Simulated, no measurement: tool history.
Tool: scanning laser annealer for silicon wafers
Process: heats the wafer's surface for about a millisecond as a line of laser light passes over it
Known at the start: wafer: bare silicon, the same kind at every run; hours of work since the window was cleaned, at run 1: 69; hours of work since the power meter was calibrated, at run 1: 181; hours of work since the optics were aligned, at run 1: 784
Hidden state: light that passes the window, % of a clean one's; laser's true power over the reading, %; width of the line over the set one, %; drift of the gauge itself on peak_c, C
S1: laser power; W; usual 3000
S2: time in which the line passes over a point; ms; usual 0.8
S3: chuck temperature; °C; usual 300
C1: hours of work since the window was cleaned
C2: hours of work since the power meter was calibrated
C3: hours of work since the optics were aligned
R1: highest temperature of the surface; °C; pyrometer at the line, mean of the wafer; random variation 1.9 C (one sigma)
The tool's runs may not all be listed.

run 1 hour=0 | S1=3000 S2=0.8 S3=300 | C1=69 C2=181 C3=784 | R1=1095
run 2 hour=9.6 | S1=3000 S2=0.8 S3=300 | C1=74 C2=187 C3=789 | R1=1098
run 3 hour=21.9 | S1=3000 S2=0.8 S3=264 | C1=81 C2=194 C3=796 | R1=1059
run 4 hour=36.8 | S1=3000 S2=0.8 S3=264 | C1=89 C2=202 C3=804 | R1=1061
run 5 hour=45.2 | S1=3000 S2=0.8 S3=264 | C1=94 C2=207 C3=809 | R1=1057
run 6 hour=56 | S1=3000 S2=0.646 S3=300 | C1=100 C2=213 C3=815 | R1=1020
run 7 hour=63.8 | S1=3000 S2=0.646 S3=300 | C1=105 C2=217 C3=820 | R1=1026
run 8 hour=72.3 | S1=3000 S2=0.8 S3=334 | C1=109 C2=222 C3=824 | R1=1129
-- hour=78.9 optics aligned, line set to its width
run 9 hour=95.5 | S1=3000 S2=0.8 S3=334 | C1=119 C2=232 C3=9 | R1=1140
run 10 hour=108.6 | S1=3000 S2=0.8 S3=320 | C1=127 C2=239 C3=17 | R1=1126
run 11 hour=119.7 | S1=3178 S2=0.8 S3=300 | C1=133 C2=246 C3=23 | R1=1167
run 12 hour=132.3 | S1=3000 S2=0.8 S3=329 | C1=140 C2=253 C3=30 | R1=1128
-- hour=136.7 laser's power meter calibrated
run 13 hour=148.1 | S1=2772 S2=0.8 S3=300 | C1=147 C2=6 C3=37 | R1=1025
run 14 hour=165.6 | S1=2772 S2=0.8 S3=264 | C1=157 C2=16 C3=47 | R1=991
run 15 hour=181.6 | S1=2772 S2=0.8 S3=264 | C1=166 C2=25 C3=56 | R1=992
run 16 hour=189.7 | S1=2966 S2=0.8 S3=300 | C1=170 C2=30 C3=60 | R1=1093
run 17 hour=202 | S1=2966 S2=0.8 S3=300 | C1=177 C2=37 C3=67 | R1=1092
run 18 hour=216.3 | S1=2966 S2=0.8 S3=300 | C1=185 C2=45 C3=75 | R1=1089
run 19 hour=234 | S1=2659 S2=0.8 S3=300 | C1=195 C2=54 C3=85 | R1=987
-- hour=245.8 laser's power meter calibrated, once more
run 20 hour=252.8 | S1=2924 S2=0.75 S3=303 | C1=204 C2=4 C3=94 | R1=1053
run 21 hour=267.8 | S1=2924 S2=0.75 S3=303 | C1=212 C2=12 C3=102 | R1=1048
run 22 hour=278.6 | S1=2844 S2=0.908 S3=303 | C1=218 C2=18 C3=108 | R1=1085
run 23 hour=290.3 | S1=2844 S2=0.908 S3=303 | C1=225 C2=25 C3=115 | R1=1084
run 24 hour=298.6 | S1=3223 S2=0.8 S3=271 | C1=230 C2=30 C3=119 | R1=1147
run 25 hour=307.1 | S1=2762 S2=0.82 S3=298 | C1=234 C2=34 C3=124 | R1=1019
run 26 hour=323.5 | S1=2762 S2=0.82 S3=298 | C1=244 C2=43 C3=133 | R1=1017
run 27 hour=335.9 | S1=3223 S2=0.82 S3=298 | C1=250 C2=50 C3=140 | R1=1183
run 28 hour=348.4 | S1=3223 S2=0.82 S3=298 | C1=257 C2=57 C3=147 | R1=1182
run 29 hour=367 | S1=3000 S2=0.8 S3=283 | C1=268 C2=68 C3=158 | R1=1077
run 30 hour=377.5 | S1=3000 S2=0.763 S3=300 | C1=274 C2=74 C3=164 | R1=1074
run 31 hour=389.1 | S1=2760 S2=0.8 S3=293 | C1=280 C2=80 C3=170 | R1=1005
run 32 hour=402.4 | S1=2760 S2=0.8 S3=293 | C1=288 C2=88 C3=177 | R1=1004
run 33 hour=420.3 | S1=2760 S2=0.8 S3=293 | C1=298 C2=98 C3=187 | R1=1001
run 34 hour=439.1 | S1=3000 S2=0.704 S3=273 | C1=308 C2=108 C3=198 | R1=1021
run 35 hour=458.1 | S1=3000 S2=0.704 S3=273 | C1=319 C2=119 C3=209 | R1=1024
run 36 hour=471.2 | S1=2808 S2=0.994 S3=300 | C1=326 C2=126 C3=216 | R1=1093
run 37 hour=484.8 | S1=3245 S2=0.808 S3=300 | C1=334 C2=134 C3=223 | R1=1178
run 38 hour=496.2 | S1=3245 S2=0.808 S3=300 | C1=340 C2=140 C3=230 | R1=1181

How the hidden state differs across the entries between the runs, from the last listed run before each to the first after it:
Between runs 8 and 9: optics aligned, line set to its width (hour 78.9)
  light that passes the window, % of a clean one's: 99.56 -> 99.52; width of the line over the set one, %: 1.51 -> 0.04
  measured less the result without the state, R1: -11 -> -1 °C
Between runs 12 and 13: laser's power meter calibrated (hour 136.7)
  light that passes the window, % of a clean one's: 99.45 -> 99.43; laser's true power over the reading, %: 0.41 -> 0.58; width of the line over the set one, %: 0.07 -> 0.09
  measured less the result without the state, R1: -2 -> -1 °C
Between runs 19 and 20: laser's power meter calibrated, once more (hour 245.8)
  light that passes the window, % of a clean one's: 99.25 -> 99.22; laser's true power over the reading, %: 0.6 -> 0.02; width of the line over the set one, %: 0.17 -> 0.19
  measured less the result without the state, R1: -2 -> -9 °C
